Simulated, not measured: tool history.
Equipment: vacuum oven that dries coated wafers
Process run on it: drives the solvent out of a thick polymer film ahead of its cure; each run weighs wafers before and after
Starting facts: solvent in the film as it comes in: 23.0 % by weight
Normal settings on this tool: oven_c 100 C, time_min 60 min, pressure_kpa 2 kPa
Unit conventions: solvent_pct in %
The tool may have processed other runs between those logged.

run     day  oven_c  time_min  pressure_kpa  solvent_pct
  1       0     100        60             2         2.38
  2    1.55      90        60             2         5.58
  3   3.517      90        60             2         5.82
  4   5.708     100        60             2         2.39
  5   7.929     100        60             2          2.3
  6   9.342     100        60             2         2.46
  7  11.538     100        60             2         2.48

Run 8, settings as shown, results not yet in. Your forecast:
  8  13.321      86        83          1.01            ?

{"run 8": {"solvent_pct": 4.72}}
With no hidden state in the tool, this same run would have given solvent_pct 4.69 %.

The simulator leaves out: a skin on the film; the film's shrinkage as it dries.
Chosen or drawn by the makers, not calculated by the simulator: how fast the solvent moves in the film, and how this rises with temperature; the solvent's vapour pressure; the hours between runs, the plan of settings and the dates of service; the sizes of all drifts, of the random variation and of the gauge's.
